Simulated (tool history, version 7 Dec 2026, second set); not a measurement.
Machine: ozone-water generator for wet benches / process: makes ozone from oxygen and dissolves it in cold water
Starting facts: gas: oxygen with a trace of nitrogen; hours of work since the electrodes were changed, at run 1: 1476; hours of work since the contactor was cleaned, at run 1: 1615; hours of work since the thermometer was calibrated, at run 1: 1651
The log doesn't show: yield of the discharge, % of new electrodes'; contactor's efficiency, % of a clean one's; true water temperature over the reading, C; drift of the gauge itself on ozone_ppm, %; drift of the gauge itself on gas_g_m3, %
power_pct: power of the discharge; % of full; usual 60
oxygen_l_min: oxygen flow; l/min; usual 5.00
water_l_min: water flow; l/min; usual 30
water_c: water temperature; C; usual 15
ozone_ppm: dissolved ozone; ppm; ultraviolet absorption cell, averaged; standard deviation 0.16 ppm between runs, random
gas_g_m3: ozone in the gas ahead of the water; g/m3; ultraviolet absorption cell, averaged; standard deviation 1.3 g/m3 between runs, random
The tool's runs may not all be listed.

run,day,power_pct,oxygen_l_min,water_l_min,water_c,hours of work since the electrodes were changed,hours of work since the contactor was cleaned,hours of work since the thermometer was calibrated,ozone_ppm,gas_g_m3
1,0.000,60,5.00,30,15,1476,1615,1651,21.0,235.2
2,1.704,60,5.00,25,15,1504,1643,1679,24.9,236.3
3,3.958,60,5.00,25,15,1541,1680,1715,24.9,236.1
4,5.883,60,5.00,30,15,1572,1711,1747,20.8,236.6
5,7.346,60,5.00,30,15,1596,1735,1771,20.9,236.2
6,8.429,60,5.00,30,15,1614,1753,1788,21.0,237.3
7,10.483,99,5.00,30,15,1647,1787,1822,30.8,350.4
8,12.300,99,5.00,30,15,1677,1816,1852,30.6,351.0
9,14.829,99,5.00,30,15,1718,1858,1893,30.9,348.9
10,16.650,60,5.00,30,15,1748,1887,1923,20.8,238.5
11,18.638,60,5.00,30,15,1781,1920,1955,20.9,238.3
12,20.529,60,2.96,30,15,1812,1951,1986,18.9,315.9
13,21.825,89,5.00,30,15,1833,1972,2008,28.6,323.5
14,24.462,89,5.00,30,15,1876,2015,2051,28.5,325.8
15,27.092,89,5.00,30,15,1919,2058,2094,28.0,325.3
16,29.175,60,5.00,30,15,1953,2092,2128,21.1,236.7
17,31.342,60,5.00,30,15,1988,2128,2163,20.8,238.3
18,33.779,60,5.00,30,15,2028,2168,2203,20.8,241.3
19,35.442,47,2.91,23,15,2055,2195,2230,20.3,265.9
20,37.058,60,3.22,30,17,2082,2221,2257,19.0,303.5
21,39.238,60,7.33,30,9,2118,2257,2292,23.1,193.6
22,41.867,50,7.51,38,15,2161,2300,2335,15.7,167.1
23,43.408,74,8.30,31,13,2186,2325,2360,25.6,218.5
24,45.283,65,2.82,19,8,2216,2356,2391,32.9,354.3
25,47.062,65,2.82,19,8,2245,2385,2420,33.1,353.4
26,49.225,78,5.95,37,14,2281,2420,2456,21.8,270.2
27,50.396,78,5.95,37,14,2300,2439,2475,21.7,269.0
# day 51.354: gauge calibrated
28,52.812,78,5.95,37,14,2340,2479,2514,21.7,262.6
29,54.367,66,5.41,44,15,2365,2504,2540,15.8,242.7
30,56.162,66,5.41,44,15,2394,2534,2569,15.7,243.2
31,57.596,60,3.04,30,15,2418,2557,2592,18.8,310.5
32,59.825,48,2.87,44,11,2454,2593,2629,10.6,269.8
33,61.000,60,7.13,41,15,2473,2613,2648,16.2,194.5
34,63.283,60,7.13,41,15,2511,2650,2685,16.2,197.9

Across each entry between runs, compare the hidden state at the last listed run before it with the hidden state at the first listed run after it:
In the gap between runs 27 and 28: gauge calibrated (day 51.354)
  drift of the gauge itself on gas_g_m3, %: 2.84 -> 0.08
  measured minus no-state result, gas_g_m3: +7.3 -> +0.0 g/m3
